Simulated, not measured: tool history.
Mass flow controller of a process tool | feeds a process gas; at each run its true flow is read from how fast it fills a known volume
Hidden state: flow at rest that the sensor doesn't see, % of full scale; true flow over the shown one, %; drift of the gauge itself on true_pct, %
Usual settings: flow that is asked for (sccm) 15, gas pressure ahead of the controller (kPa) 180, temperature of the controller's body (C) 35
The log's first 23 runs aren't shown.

run	hour	flow that is asked for (sccm)	gas pressure ahead of the controller (kPa)	temperature of the controller's body (C)	hours of work since the controller was set to zero	hours of work since the controller was changed	true flow (%)
24	6716.7	15	150	27	3583	9286	98.57
25	6974.8	15	150	27	3742	9444	98.54
26	7299.6	10	197	37	3941	9643	99.22
27	7578.2	10	197	37	4111	9814	99.35
28	7830.2	12	260	35	4266	9968	99.93
29	8107	12	260	35	4435	10138	99.81
30	8331.9	12	260	35	4573	10276	99.86
31	8686.4	39	180	23	4790	10493	100.37
32	8925.2	16	168	26	4937	10639	98.89
33	9164.2	14	245	22	5083	10786	99.1

3 ways to go on from here, each from the tool as it stands after run 33. What would each give?
A	9386.2	14	245	27	5219	10922	?
B	9386.2	9	245	22	5219	10922	?
C	9386.2	9	146	29	5219	10922	?

run	true flow (%)
A	99.39
B	98.78
C	98.56
Without the tool's hidden state the same runs would have given:
run	true flow (%)
A	98.06
B	97.47
C	97.26
